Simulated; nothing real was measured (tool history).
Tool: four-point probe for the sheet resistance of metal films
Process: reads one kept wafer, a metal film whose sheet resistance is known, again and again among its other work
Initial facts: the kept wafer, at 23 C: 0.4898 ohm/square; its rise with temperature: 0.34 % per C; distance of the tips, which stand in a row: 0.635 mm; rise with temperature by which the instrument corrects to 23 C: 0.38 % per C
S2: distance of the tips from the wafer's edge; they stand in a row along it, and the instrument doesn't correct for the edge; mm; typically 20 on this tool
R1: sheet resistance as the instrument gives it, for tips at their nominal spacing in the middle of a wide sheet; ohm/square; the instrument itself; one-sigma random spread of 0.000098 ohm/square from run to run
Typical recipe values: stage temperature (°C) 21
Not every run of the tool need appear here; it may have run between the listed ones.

{"run": 1, "hour": 0.0, "stage temperature (°C)": 21, "S2": 20, "R1": 0.492015}
{"run": 2, "hour": 26.0, "stage temperature (°C)": 21, "S2": 20, "R1": 0.492172}
{"run": 3, "hour": 45.5, "stage temperature (°C)": 21, "S2": 41, "R1": 0.491926}
{"run": 4, "hour": 83.9, "stage temperature (°C)": 21, "S2": 41, "R1": 0.49206}
{"run": 5, "hour": 124.8, "stage temperature (°C)": 21, "S2": 20, "R1": 0.492303}
{"run": 6, "hour": 159.3, "stage temperature (°C)": 21, "S2": 20, "R1": 0.492201}
{"run": 7, "hour": 183.3, "stage temperature (°C)": 21, "S2": 20, "R1": 0.492404}
{"run": 8, "hour": 227.5, "stage temperature (°C)": 21, "S2": 20, "R1": 0.492211}
{"run": 9, "hour": 266.0, "stage temperature (°C)": 21, "S2": 20, "R1": 0.492304}
{"run": 10, "hour": 307.9, "stage temperature (°C)": 21, "S2": 20, "R1": 0.492626}
{"run": 11, "hour": 341.1, "stage temperature (°C)": 21, "S2": 20, "R1": 0.492621}
{"hour": 363.9, "done": "stage's thermometer calibrated"}
{"run": 12, "hour": 364.3, "stage temperature (°C)": 21, "S2": 20, "R1": 0.492075}
{"run": 13, "hour": 409.4, "stage temperature (°C)": 21, "S2": 20, "R1": 0.492122}
{"run": 14, "hour": 445.9, "stage temperature (°C)": 21, "S2": 20, "R1": 0.492375}
{"run": 15, "hour": 484.9, "stage temperature (°C)": 21, "S2": 20, "R1": 0.492494}
{"run": 16, "hour": 504.7, "stage temperature (°C)": 25, "S2": 20, "R1": 0.491644}
{"run": 17, "hour": 538.0, "stage temperature (°C)": 25, "S2": 20, "R1": 0.491561}
{"run": 18, "hour": 561.9, "stage temperature (°C)": 25, "S2": 20, "R1": 0.491714}
{"run": 19, "hour": 587.0, "stage temperature (°C)": 25, "S2": 20, "R1": 0.491749}
{"run": 20, "hour": 627.8, "stage temperature (°C)": 25, "S2": 20, "R1": 0.491885}
{"run": 21, "hour": 671.8, "stage temperature (°C)": 25, "S2": 20, "R1": 0.491743}
{"run": 22, "hour": 691.9, "stage temperature (°C)": 21, "S2": 9, "R1": 0.493766}
{"run": 23, "hour": 713.4, "stage temperature (°C)": 20, "S2": 6, "R1": 0.495407}
{"run": 24, "hour": 759.3, "stage temperature (°C)": 28, "S2": 33, "R1": 0.491028}
{"run": 25, "hour": 778.9, "stage temperature (°C)": 19, "S2": 4, "R1": 0.499386}
{"run": 26, "hour": 802.2, "stage temperature (°C)": 20, "S2": 6, "R1": 0.495623}
{"run": 27, "hour": 828.1, "stage temperature (°C)": 33, "S2": 11, "R1": 0.491049}
{"run": 28, "hour": 857.4, "stage temperature (°C)": 23, "S2": 18, "R1": 0.492453}
{"run": 29, "hour": 889.5, "stage temperature (°C)": 30, "S2": 16, "R1": 0.491209}
{"run": 30, "hour": 915.2, "stage temperature (°C)": 30, "S2": 16, "R1": 0.491247}
{"run": 31, "hour": 938.7, "stage temperature (°C)": 30, "S2": 16, "R1": 0.491096}
{"run": 32, "hour": 976.4, "stage temperature (°C)": 27, "S2": 40, "R1": 0.491524}
{"run": 33, "hour": 1024.4, "stage temperature (°C)": 22, "S2": 20, "R1": 0.492736}
{"run": 34, "hour": 1044.4, "stage temperature (°C)": 24, "S2": 4, "R1": 0.498876}
{"run": 35, "hour": 1073.3, "stage temperature (°C)": 24, "S2": 4, "R1": 0.498595}
{"run": 36, "hour": 1098.7, "stage temperature (°C)": 25, "S2": 26, "R1": 0.492133}
{"run": 37, "hour": 1135.7, "stage temperature (°C)": 31, "S2": 20, "R1": 0.491434}
{"run": 38, "hour": 1158.5, "stage temperature (°C)": 21, "S2": 13, "R1": 0.493541}
{"run": 39, "hour": 1188.3, "stage temperature (°C)": 34, "S2": 8, "R1": 0.492045}
{"run": 40, "hour": 1223.4, "stage temperature (°C)": 29, "S2": 17, "R1": 0.491717}
{"run": 41, "hour": 1267.1, "stage temperature (°C)": 20, "S2": 11, "R1": 0.494088}
{"run": 42, "hour": 1293.3, "stage temperature (°C)": 31, "S2": 10, "R1": 0.492011}
{"run": 43, "hour": 1336.5, "stage temperature (°C)": 34, "S2": 6, "R1": 0.493468}

Branching from run 43: 4 alternative next runs. What would each branch give?
{"run": "A", "hour": 1360.7, "stage temperature (°C)": 21, "S2": 30, "R1": "?"}
{"run": "B", "hour": 1360.7, "stage temperature (°C)": 21, "S2": 4, "R1": "?"}
{"run": "C", "hour": 1360.7, "stage temperature (°C)": 34, "S2": 74, "R1": "?"}
{"run": "D", "hour": 1360.7, "stage temperature (°C)": 34, "S2": 50, "R1": "?"}

run=A R1=0.493122
run=B R1=0.499854
run=C R1=0.490501
run=D R1=0.490709
The same runs, with their run-to-run variation unchanged, on a tool lacking any hidden condition would have given:
run=A R1=0.490245
run=B R1=0.496940
run=C R1=0.487653
run=D R1=0.487860
